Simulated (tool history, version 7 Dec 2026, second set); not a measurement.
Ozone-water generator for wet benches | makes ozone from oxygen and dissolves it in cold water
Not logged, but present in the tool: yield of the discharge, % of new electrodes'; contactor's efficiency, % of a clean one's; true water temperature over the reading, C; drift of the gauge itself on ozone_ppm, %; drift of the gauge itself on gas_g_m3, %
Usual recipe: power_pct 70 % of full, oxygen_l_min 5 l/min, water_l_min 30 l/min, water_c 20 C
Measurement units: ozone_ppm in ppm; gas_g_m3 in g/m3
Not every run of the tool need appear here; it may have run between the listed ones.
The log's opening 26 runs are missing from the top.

| run | hour | power_pct | oxygen_l_min | water_l_min | water_c | hours of work since the electrodes were changed | hours of work since the contactor was cleaned | hours of work since the thermometer was calibrated | ozone_ppm | gas_g_m3 |
|---|---|---|---|---|---|---|---|---|---|---|
| 27 | 1844.4 | 70 | 7.98 | 30 | 20 | 3029 | 7914 | 404 | 12.7 | 116.7 |
| 28 | 1917.5 | 89 | 7.98 | 30 | 28 | 3091 | 7976 | 466 | 13.1 | 135.3 |
| 29 | 1996.8 | 46 | 7.52 | 19 | 25 | 3159 | 8044 | 533 | 11.6 | 91.5 |
| 30 | 2083.5 | 57 | 6.17 | 31 | 20 | 3232 | 8117 | 607 | 11.1 | 120.3 |
| 31 | 2172.8 | 57 | 6.17 | 31 | 20 | 3308 | 8193 | 683 | 11.1 | 120.2 |
| 32 | 2237.8 | 87 | 2.99 | 38 | 17 | 3363 | 8248 | 738 | 12.5 | 259.1 |
| 33 | 2300.1 | 62 | 3.16 | 44 | 25 | 3416 | 8301 | 791 | 8 | 200.5 |
| 34 | 2384.5 | 62 | 3.16 | 44 | 25 | 3488 | 8373 | 863 | 8.2 | 200 |

3 ways to go on from here, each from the tool as it stands after run 34. What would each give?
| A | 2462.2 | 70 | 8 | 25 | 21 | 3554 | 8439 | 928 | ? | ? |
| B | 2462.2 | 81 | 6.1 | 47 | 20 | 3554 | 8439 | 928 | ? | ? |
| C | 2462.2 | 93 | 5 | 30 | 20 | 3554 | 8439 | 928 | ? | ? |

| run | ozone_ppm | gas_g_m3 |
|---|---|---|
| A | 13.9 | 116.6 |
| B | 9.9 | 152.1 |
| C | 16 | 190.7 |
Had the tool no hidden state, the same runs would have come out as:
| run | ozone_ppm | gas_g_m3 |
|---|---|---|
| A | 13.9 | 116.6 |
| B | 9.9 | 152.1 |
| C | 16 | 190.8 |
